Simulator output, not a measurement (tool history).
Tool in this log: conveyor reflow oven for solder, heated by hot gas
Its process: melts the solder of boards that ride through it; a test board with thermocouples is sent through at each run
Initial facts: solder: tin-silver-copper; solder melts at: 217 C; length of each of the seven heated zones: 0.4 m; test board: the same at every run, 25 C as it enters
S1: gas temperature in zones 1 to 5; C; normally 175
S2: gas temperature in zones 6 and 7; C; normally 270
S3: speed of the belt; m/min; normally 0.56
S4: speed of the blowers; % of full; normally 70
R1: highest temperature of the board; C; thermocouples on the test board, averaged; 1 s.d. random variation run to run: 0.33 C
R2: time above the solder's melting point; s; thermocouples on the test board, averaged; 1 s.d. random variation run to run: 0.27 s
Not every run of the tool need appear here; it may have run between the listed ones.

{"run": 1, "hour": 0.0, "S1": 175, "S2": 270, "S3": 0.56, "S4": 70, "R1": 252.9, "R2": 64.5}
{"run": 2, "hour": 16.6, "S1": 175, "S2": 272, "S3": 0.56, "S4": 70, "R1": 254.4, "R2": 65.6}
{"run": 3, "hour": 26.6, "S1": 175, "S2": 272, "S3": 0.56, "S4": 70, "R1": 254.2, "R2": 65.5}
{"run": 4, "hour": 41.8, "S1": 175, "S2": 272, "S3": 0.56, "S4": 70, "R1": 254.5, "R2": 65.7}
{"run": 5, "hour": 51.0, "S1": 175, "S2": 270, "S3": 0.56, "S4": 70, "R1": 252.3, "R2": 64.2}
{"run": 6, "hour": 67.0, "S1": 175, "S2": 270, "S3": 0.56, "S4": 70, "R1": 252.8, "R2": 64.6}
{"run": 7, "hour": 84.5, "S1": 175, "S2": 270, "S3": 0.464, "S4": 69, "R1": 257.2, "R2": 83.8}
{"run": 8, "hour": 103.2, "S1": 175, "S2": 270, "S3": 0.464, "S4": 69, "R1": 257.2, "R2": 83.4}
{"run": 9, "hour": 118.1, "S1": 175, "S2": 270, "S3": 0.464, "S4": 69, "R1": 257.7, "R2": 83.9}
{"run": 10, "hour": 135.0, "S1": 175, "S2": 270, "S3": 0.627, "S4": 70, "R1": 248.3, "R2": 52.5}
{"run": 11, "hour": 145.6, "S1": 188, "S2": 283, "S3": 0.559, "S4": 53, "R1": 262.1, "R2": 75.8}
{"run": 12, "hour": 160.0, "S1": 182, "S2": 260, "S3": 0.526, "S4": 70, "R1": 247, "R2": 67.2}

Alternative continuations, all from the tool just after run 12; predict every row:
{"run": "A", "hour": 178.6, "S1": 188, "S2": 264, "S3": 0.557, "S4": 70, "R1": "?", "R2": "?"}
{"run": "B", "hour": 178.6, "S1": 161, "S2": 260, "S3": 0.471, "S4": 70, "R1": "?", "R2": "?"}
{"run": "C", "hour": 178.6, "S1": 174, "S2": 270, "S3": 0.585, "S4": 81, "R1": "?", "R2": "?"}

run=A R1=249.6 R2=68.5
run=B R1=246 R2=66.3
run=C R1=251.6 R2=60.7
Take away the tool's hidden state, keep each run's random variation, and the runs would have read:
run=A R1=252.3 R2=71.3
run=B R1=248.8 R2=70.3
run=C R1=255 R2=63.8
